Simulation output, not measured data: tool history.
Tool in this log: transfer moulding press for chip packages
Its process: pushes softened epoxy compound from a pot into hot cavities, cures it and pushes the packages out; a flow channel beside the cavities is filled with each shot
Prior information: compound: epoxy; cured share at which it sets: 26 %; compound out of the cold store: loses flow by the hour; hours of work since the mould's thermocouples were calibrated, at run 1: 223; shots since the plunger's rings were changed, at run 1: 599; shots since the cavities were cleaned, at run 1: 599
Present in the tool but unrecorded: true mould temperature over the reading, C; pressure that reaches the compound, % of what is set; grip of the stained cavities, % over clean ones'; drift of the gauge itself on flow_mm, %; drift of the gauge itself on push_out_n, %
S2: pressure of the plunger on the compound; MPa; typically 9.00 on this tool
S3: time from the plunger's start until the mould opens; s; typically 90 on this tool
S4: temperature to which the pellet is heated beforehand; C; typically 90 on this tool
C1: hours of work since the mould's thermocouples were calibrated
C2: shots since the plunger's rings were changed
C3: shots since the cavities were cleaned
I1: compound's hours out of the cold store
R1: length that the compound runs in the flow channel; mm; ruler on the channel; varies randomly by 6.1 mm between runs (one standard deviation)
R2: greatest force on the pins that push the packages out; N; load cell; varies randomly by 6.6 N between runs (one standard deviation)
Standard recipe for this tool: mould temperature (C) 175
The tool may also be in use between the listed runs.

Run 1, hour 0.0: usual settings; C1 223; C2 599; C3 599; I1 46.7. Result: R1 653 mm, R2 530 N.
Run 2, hour 16.9: usual settings; C1 232; C2 790; C3 790; I1 29.7. Result: R1 685 mm, R2 564 N.
Run 3, hour 35.3: usual settings; C1 242; C2 999; C3 999; I1 36.2. Result: R1 688 mm, R2 543 N.
At hour 37.8: cavities cleaned with cleaning compound and waxed.
Run 4, hour 53.0: usual settings but S2 9.78 MPa; C1 251; C2 1183; C3 172; I1 46.6. Result: R1 678 mm, R2 398 N.
Run 5, hour 70.6: usual settings but S2 9.78 MPa; C1 261; C2 1383; C3 372; I1 21.1. Result: R1 720 mm, R2 496 N.
Run 6, hour 80.6: usual settings; C1 266; C2 1496; C3 485; I1 18.6. Result: R1 706 mm, R2 531 N.
Run 7, hour 95.1: usual settings; C1 274; C2 1661; C3 650; I1 18.5. Result: R1 709 mm, R2 567 N.
Run 8, hour 111.1: usual settings; C1 283; C2 1842; C3 831; I1 19.1. Result: R1 694 mm, R2 558 N.
At hour 128.1: cavities cleaned with cleaning compound and waxed.
Run 9, hour 129.7: usual settings but mould temperature (C) 180; C1 292; C2 2036; C3 17; I1 41.6. Result: R1 635 mm, R2 233 N.
Run 10, hour 145.0: usual settings but S4 99 C; C1 300; C2 2210; C3 191; I1 24.6. Result: R1 671 mm, R2 406 N.
Run 11, hour 160.8: usual settings; C1 309; C2 2389; C3 370; I1 38.4. Result: R1 639 mm, R2 476 N.
Run 12, hour 178.2: usual settings; C1 318; C2 2587; C3 568; I1 22.7. Result: R1 682 mm, R2 551 N.
Run 13, hour 188.7: usual settings but S3 93 s; C1 324; C2 2706; C3 687; I1 16.6. Result: R1 700 mm, R2 521 N.
Run 14, hour 197.5: usual settings but S3 93 s; C1 329; C2 2805; C3 786; I1 47.9. Result: R1 622 mm, R2 507 N.
Run 15, hour 206.3: usual settings but S3 103 s, S4 98 C; C1 334; C2 2906; C3 887; I1 14.2. Result: R1 703 mm, R2 467 N.
At hour 219.1: cavities cleaned with cleaning compound and waxed.
Run 16, hour 221.6: usual settings but mould temperature (C) 170, S3 86 s; C1 341; C2 3062; C3 28; I1 35.7. Result: R1 660 mm, R2 455 N.
Run 17, hour 240.8: usual settings but mould temperature (C) 170, S3 86 s; C1 351; C2 3280; C3 246; I1 15.4. Result: R1 702 mm, R2 751 N.
Run 18, hour 250.5: usual settings but mould temperature (C) 168, S2 8.11 MPa, S3 126 s, S4 89 C; C1 357; C2 3390; C3 356; I1 45.5. Result: R1 608 mm, R2 409 N.
Run 19, hour 264.9: usual settings but mould temperature (C) 168, S2 8.11 MPa, S3 126 s, S4 89 C; C1 364; C2 3553; C3 519; I1 20.6. Result: R1 655 mm, R2 447 N.
Run 20, hour 275.6: usual settings but S4 81 C; C1 370; C2 3675; C3 641; I1 18.3. Result: R1 690 mm, R2 551 N.
Run 21, hour 286.9: usual settings but S4 81 C; C1 376; C2 3803; C3 769; I1 38.8. Result: R1 621 mm, R2 569 N.
Run 22, hour 305.5: usual settings but mould temperature (C) 172; C1 386; C2 4014; C3 980; I1 20.4. Result: R1 664 mm, R2 728 N.
At hour 309.9: cavities cleaned with cleaning compound and waxed.
Run 23, hour 317.3: usual settings but S2 8.64 MPa, S4 92 C; C1 392; C2 4130; C3 83; I1 45.8. Result: R1 605 mm, R2 336 N.
Run 24, hour 333.4: usual settings but S2 8.64 MPa, S4 92 C; C1 401; C2 4314; C3 267; I1 35.5. Result: R1 621 mm, R2 463 N.
Run 25, hour 343.0: usual settings but mould temperature (C) 168, S2 9.39 MPa, S4 84 C; C1 406; C2 4422; C3 375; I1 44.7. Result: R1 637 mm, R2 792 N.
Run 26, hour 363.2: usual settings but S2 8.54 MPa; C1 417; C2 4652; C3 605; I1 24.5. Result: R1 638 mm, R2 537 N.
Run 27, hour 375.5: usual settings but S2 8.54 MPa; C1 424; C2 4792; C3 745; I1 38.2. Result: R1 603 mm, R2 580 N.
Run 28, hour 384.8: usual settings but S2 8.84 MPa; C1 429; C2 4896; C3 849; I1 13.5. Result: R1 672 mm, R2 575 N.

Hidden state at the last listed run before each entry between runs and at the first one after, where it differs:
Logged between run 3 and run 4: cavities cleaned with cleaning compound and waxed (hour 37.8)
  true mould temperature over the reading, C: -0.21 -> -0.22; pressure that reaches the compound, % of what is set: 95.93 -> 95.32; grip of the stained cavities, % over clean ones': 108.8 -> 47.5
  measured result minus the result with no hidden state, R1: -13 -> -16 mm; R2: +286 -> +130 N
Logged between run 8 and run 9: cavities cleaned with cleaning compound and waxed (hour 128.1)
  true mould temperature over the reading, C: -0.27 -> -0.28; pressure that reaches the compound, % of what is set: 92.94 -> 92.29; grip of the stained cavities, % over clean ones': 104.6 -> 8.4
  measured result minus the result with no hidden state, R1: -25 -> -25 mm; R2: +291 -> +19 N
Logged between run 15 and run 16: cavities cleaned with cleaning compound and waxed (hour 219.1)
  true mould temperature over the reading, C: -0.34 -> -0.35; pressure that reaches the compound, % of what is set: 89.33 -> 88.82; grip of the stained cavities, % over clean ones': 106.4 -> 12.9
  measured result minus the result with no hidden state, R1: -40 -> -39 mm; R2: +244 -> +62 N
Logged between run 22 and run 23: cavities cleaned with cleaning compound and waxed (hour 309.9)
  pressure that reaches the compound, % of what is set: 85.65 -> 85.24; grip of the stained cavities, % over clean ones': 108.5 -> 27.1
  measured result minus the result with no hidden state, R1: -53 -> -49 mm; R2: +389 -> +79 N

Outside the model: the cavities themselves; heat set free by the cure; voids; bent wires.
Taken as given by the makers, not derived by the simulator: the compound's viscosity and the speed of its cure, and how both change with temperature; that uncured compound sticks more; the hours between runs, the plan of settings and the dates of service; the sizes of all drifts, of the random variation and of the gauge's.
